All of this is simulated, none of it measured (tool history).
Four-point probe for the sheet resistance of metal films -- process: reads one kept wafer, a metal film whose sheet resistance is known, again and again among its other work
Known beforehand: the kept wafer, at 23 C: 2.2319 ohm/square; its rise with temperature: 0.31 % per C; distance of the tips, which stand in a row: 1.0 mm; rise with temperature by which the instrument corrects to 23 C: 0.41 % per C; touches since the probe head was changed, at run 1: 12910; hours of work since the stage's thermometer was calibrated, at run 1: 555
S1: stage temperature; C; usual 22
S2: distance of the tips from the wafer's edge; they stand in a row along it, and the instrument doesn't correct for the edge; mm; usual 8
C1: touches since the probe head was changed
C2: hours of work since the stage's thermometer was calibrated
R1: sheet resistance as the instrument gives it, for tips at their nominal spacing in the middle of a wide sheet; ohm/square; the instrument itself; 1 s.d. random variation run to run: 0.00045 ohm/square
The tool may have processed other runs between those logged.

run      day  S1  S2      C1    C2        R1
  1    0.000  22   8   12910   555  2.252835
  2    5.942  29   8   18660   662  2.236496
  3   11.304  19   8   23853   759  2.260737
  4   16.462  22  14   28846   852  2.241511
  5   20.238  22  14   32503   920  2.241064
  6   24.412  22  14   36546   996  2.241158
  7   27.708  22  14   39737  1055  2.239985
  8   31.746  22   8   43645  1128  2.253250
  9   37.762  22   8   49469  1237  2.252379
 10   43.717  19   8   55236  1345  2.260116
 11   49.771  19   8   61096  1454  2.260111
 12   52.679  19   8   63909  1507  2.259812
 13   56.675  19   8   67781  1579  2.259606
 14   62.475  19   8   73394  1684  2.260498
 15   67.158  22   8   77930  1768  2.252911
      69.617  -- stage's thermometer calibrated
 16   71.738  22   8   82343    38  2.252423
 17   74.238  22   8   84761    84  2.252702
 18   77.008  22   8   87445   134  2.252038
 19   81.875  22   8   92157   222  2.253002
 20   87.996  22   8   98083   332  2.252616
 21   91.675  22   8  101645   399  2.252669
 22   96.950  22   8  106753   494  2.253016
      97.750  -- new probe head fitted
 23  101.800  22   8    3923   581  2.252507
 24  104.525  25  21    6562   630  2.229559
 25  109.458  32   5   11337   719  2.258473
 26  112.446  27   5   14227   773  2.269821
 27  115.379  32  12   17067   826  2.219658
 28  117.875  28  34   19485   871  2.222096
 29  122.542  30   8   24005   956  2.233896
 30  127.575  30   8   28877  1047  2.234456
 31  132.171  31  52   33326  1130  2.214283
 32  134.829  24   8   35900  1178  2.248028
 33  137.858  23   6   38830  1232  2.264074
 34  142.104  20  17   42943  1309  2.242673
 35  147.208  21   8   47883  1401  2.254267
 36  153.138  32  56   53623  1508  2.211894
 37  157.067  32  56   57428  1579  2.211924
 38  159.554  20  47   59835  1624  2.238633
 39  162.054  28   4   62258  1670  2.292843
 40  165.292  32   6   65390  1728  2.243883
     169.846  -- stage's thermometer calibrated
 41  170.104  22  21   70032     5  2.237431
 42  173.254  27  33   73079    62  2.224160
 43  178.475  27  37   78134   156  2.223297
 44  183.479  27  37   82978   246  2.222694
 45  189.479  29   5   88786   355  2.265245

Across each entry between runs, compare the hidden state at the last listed run before it with the hidden state at the first listed run after it:
After run 15, before run 16: stage's thermometer calibrated (day 69.617)
  inner tips' distance over the nominal, %: -0.009 -> -0.01; wafer's true temperature over the reading, C: -0.01 -> 0
After run 22, before run 23: new probe head fitted (day 97.750)
  inner tips' distance over the nominal, %: -0.014 -> 0.003; tips' flats over new ones', %: 1 -> 0
After run 40, before run 41: stage's thermometer calibrated (day 169.846)
  inner tips' distance over the nominal, %: -0.007 -> -0.008; wafer's true temperature over the reading, C: -0.01 -> 0
